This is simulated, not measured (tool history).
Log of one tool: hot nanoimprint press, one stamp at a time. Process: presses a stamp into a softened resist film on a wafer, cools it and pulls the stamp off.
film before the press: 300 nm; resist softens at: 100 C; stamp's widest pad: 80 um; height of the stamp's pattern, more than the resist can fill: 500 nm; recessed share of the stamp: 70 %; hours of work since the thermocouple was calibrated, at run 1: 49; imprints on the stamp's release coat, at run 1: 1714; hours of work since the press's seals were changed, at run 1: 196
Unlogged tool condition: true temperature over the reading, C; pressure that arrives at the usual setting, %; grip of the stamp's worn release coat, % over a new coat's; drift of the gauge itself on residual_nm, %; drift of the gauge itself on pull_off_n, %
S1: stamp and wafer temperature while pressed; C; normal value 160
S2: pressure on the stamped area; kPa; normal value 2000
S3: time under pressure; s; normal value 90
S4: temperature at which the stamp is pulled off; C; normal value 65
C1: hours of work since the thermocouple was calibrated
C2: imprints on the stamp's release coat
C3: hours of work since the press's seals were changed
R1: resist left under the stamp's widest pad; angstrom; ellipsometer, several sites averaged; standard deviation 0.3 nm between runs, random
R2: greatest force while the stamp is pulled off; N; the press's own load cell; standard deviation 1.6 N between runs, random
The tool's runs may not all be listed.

run   hour   S1    S2   S3  S4   C1    C2   C3    R1   R2
  1    0.0  160  2000   90  65   49  1714  196  1403  224
  2   11.5  160  2000   90  65   54  1742  202  1405  224
  3   20.2  160  2000   90  65   58  1764  206  1395  224
  4   28.9  160  2000   90  65   62  1785  210  1398  223
  5   38.8  160  2000   90  65   66  1810  214  1398  227
  6   49.9  160  2000  144  65   71  1837  219  1156  230
  7   55.1  160  2000  145  65   74  1850  222  1159  222
  8   63.4  160  2000   92  65   78  1870  225  1388  229
  9   68.4  160  2000   90  65   80  1882  228  1402  226
 10   74.9  160  2000   90  65   83  1898  230  1403  226
 11   85.4  160  2000   90  65   88  1924  235  1398  227
 12   96.4  160  2000   90  65   93  1951  240  1395  226
 13  107.5  160  2000   90  65   98  1979  245  1399  228
 14  116.9  160  2000   90  65  102  2002  250  1399  228
 15  122.0  160  2000   90  65  104  2014  252  1396  227
 16  129.9  168  2000   90  70  108  2034  256   863  197
 17  136.4  160  2000   90  61  111  2050  258  1396  254
 18  148.5  156  2000   90  66  116  2079  264  1737  224
 19  160.0  156  2000   90  66  122  2108  269  1741  225
     170.1  -- stamp cleaned and given a new release coat
 20  175.9  161  2400  101  65  126    14  274  1165  195
 21  185.9  153  2400  101  65  131    39  278  1845  196
     189.6  -- plate thermocouple calibrated
 22  197.2  160  1530   90  65    3    59  282  1539  197
 23  206.5  155  2000   49  65    8    82  286  2163  194
 24  218.4  160  1440  148  65   13   111  292  1314  195
     225.5  -- plate thermocouple calibrated, once more
 25  227.8  160  1440  148  65    1   127  295  1343  196
 26  234.9  163  2450  148  65    4   144  298   884  196
 27  246.6  152  2450  148  65   10   173  303  1754  198
 28  258.4  165  2000  112  65   15   202  309   966  199
 29  270.9  160  2370   95  65   21   233  314  1303  200

Alternative continuations, all from the tool just after run 29; predict every row:
  A  278.2  160  1420  90  64  24  251  318   ?   ?
  B  278.2  170  2000  90  65  24  251  318   ?   ?
  C  278.2  151  1770  95  65  24  251  318   ?   ?
  D  278.2  152  2000  90  65  24  251  318   ?   ?
  E  278.2  160  1730  90  65  24  251  318   ?   ?

run    R1   R2
  A  1619  208
  B   782  201
  C  2255  200
  D  2140  201
  E  1515  200
The same runs, with their run-to-run variation unchanged, on a tool lacking any hidden condition would have given:
run    R1   R2
  A  1580  202
  B   758  195
  C  2215  193
  D  2097  194
  E  1475  194
